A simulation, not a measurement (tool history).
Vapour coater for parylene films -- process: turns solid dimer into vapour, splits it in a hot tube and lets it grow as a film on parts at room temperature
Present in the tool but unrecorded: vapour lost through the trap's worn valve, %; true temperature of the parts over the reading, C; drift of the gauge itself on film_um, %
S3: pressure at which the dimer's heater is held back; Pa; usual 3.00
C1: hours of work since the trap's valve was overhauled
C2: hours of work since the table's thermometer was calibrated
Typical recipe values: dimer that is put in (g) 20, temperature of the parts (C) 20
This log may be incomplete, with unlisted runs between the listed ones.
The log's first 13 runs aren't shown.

run 14 hour=319.8 | dimer_that_is_put_in_(g)=20 temperature_of_the_parts_(C)=20 S3=3.00 | C1=153 C2=351 | thickness_of_the_film_(um)=5.08
run 15 hour=335.7 | dimer_that_is_put_in_(g)=20 temperature_of_the_parts_(C)=20 S3=3.00 | C1=162 C2=360 | thickness_of_the_film_(um)=5.05
run 16 hour=371.3 | dimer_that_is_put_in_(g)=20 temperature_of_the_parts_(C)=20 S3=2.03 | C1=181 C2=380 | thickness_of_the_film_(um)=5.33
run 17 hour=407.8 | dimer_that_is_put_in_(g)=20 temperature_of_the_parts_(C)=20 S3=2.03 | C1=201 C2=400 | thickness_of_the_film_(um)=5.42
run 18 hour=424.2 | dimer_that_is_put_in_(g)=20 temperature_of_the_parts_(C)=20 S3=2.03 | C1=210 C2=409 | thickness_of_the_film_(um)=5.41
run 19 hour=444.1 | dimer_that_is_put_in_(g)=20 temperature_of_the_parts_(C)=20 S3=2.03 | C1=221 C2=420 | thickness_of_the_film_(um)=5.37
run 20 hour=475.9 | dimer_that_is_put_in_(g)=20 temperature_of_the_parts_(C)=20 S3=2.03 | C1=239 C2=437 | thickness_of_the_film_(um)=5.46
run 21 hour=492.3 | dimer_that_is_put_in_(g)=20 temperature_of_the_parts_(C)=20 S3=4.75 | C1=248 C2=446 | thickness_of_the_film_(um)=4.76
run 22 hour=525.0 | dimer_that_is_put_in_(g)=20 temperature_of_the_parts_(C)=20 S3=4.75 | C1=266 C2=464 | thickness_of_the_film_(um)=4.69
run 23 hour=550.8 | dimer_that_is_put_in_(g)=20 temperature_of_the_parts_(C)=20 S3=4.75 | C1=280 C2=479 | thickness_of_the_film_(um)=4.66
run 24 hour=566.1 | dimer_that_is_put_in_(g)=20 temperature_of_the_parts_(C)=14 S3=2.72 | C1=288 C2=487 | thickness_of_the_film_(um)=5.91
run 25 hour=589.5 | dimer_that_is_put_in_(g)=22 temperature_of_the_parts_(C)=20 S3=2.05 | C1=301 C2=500 | thickness_of_the_film_(um)=6.01
run 26 hour=615.6 | dimer_that_is_put_in_(g)=26 temperature_of_the_parts_(C)=20 S3=3.00 | C1=316 C2=514 | thickness_of_the_film_(um)=6.56
run 27 hour=641.8 | dimer_that_is_put_in_(g)=26 temperature_of_the_parts_(C)=20 S3=3.00 | C1=330 C2=529 | thickness_of_the_film_(um)=6.59
run 28 hour=676.6 | dimer_that_is_put_in_(g)=26 temperature_of_the_parts_(C)=20 S3=3.00 | C1=349 C2=548 | thickness_of_the_film_(um)=6.57
run 29 hour=702.5 | dimer_that_is_put_in_(g)=26 temperature_of_the_parts_(C)=20 S3=3.00 | C1=364 C2=562 | thickness_of_the_film_(um)=6.58

Predict the results of run 30:
run 30 hour=720.3 | dimer_that_is_put_in_(g)=26 temperature_of_the_parts_(C)=20 S3=3.00 | C1=373 C2=572 | thickness_of_the_film_(um)=?

Logged for run 30: thickness of the film (um) 6.58.
On a tool with no hidden condition, and with the same random variation, this run would have come out at thickness of the film (um) 6.59.

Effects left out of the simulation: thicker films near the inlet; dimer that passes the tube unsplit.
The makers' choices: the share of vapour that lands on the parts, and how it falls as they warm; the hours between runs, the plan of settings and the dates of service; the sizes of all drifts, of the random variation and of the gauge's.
